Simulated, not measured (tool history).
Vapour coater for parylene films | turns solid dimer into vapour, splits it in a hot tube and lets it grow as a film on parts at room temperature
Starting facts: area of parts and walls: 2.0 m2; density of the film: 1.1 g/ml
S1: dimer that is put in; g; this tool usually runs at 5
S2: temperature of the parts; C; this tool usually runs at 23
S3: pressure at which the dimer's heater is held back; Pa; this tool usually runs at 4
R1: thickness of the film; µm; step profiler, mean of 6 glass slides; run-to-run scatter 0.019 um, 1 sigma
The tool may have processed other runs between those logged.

run,hour,S1,S2,S3,R1
1,0,5,23,4,1.63
2,34.5,5,23,3.03,1.62
3,90.9,5,23,3.03,1.6
4,120.5,5,23,5.21,1.56
5,156.8,5,23,5.21,1.56
6,190.2,3,23,5.21,0.93
7,224.1,3,23,5.21,0.93
8,270.3,3,23,5.21,0.94
9,300.5,3,23,5.21,0.94
10,333.9,3,23,5.21,0.93
11,381.9,9,23,4,2.87
12,440.4,6,18,5,2.18
13,501.1,6,18,5,2.18
14,551.1,2,27,10.68,0.55

Run 15 is up next; what results do you expect?
15,595.2,3,27,7.05,?

{"run 15": {"R1": 0.82}}
If the tool had no hidden condition, the same run with the same run-to-run variation would have returned R1 0.82 µm.
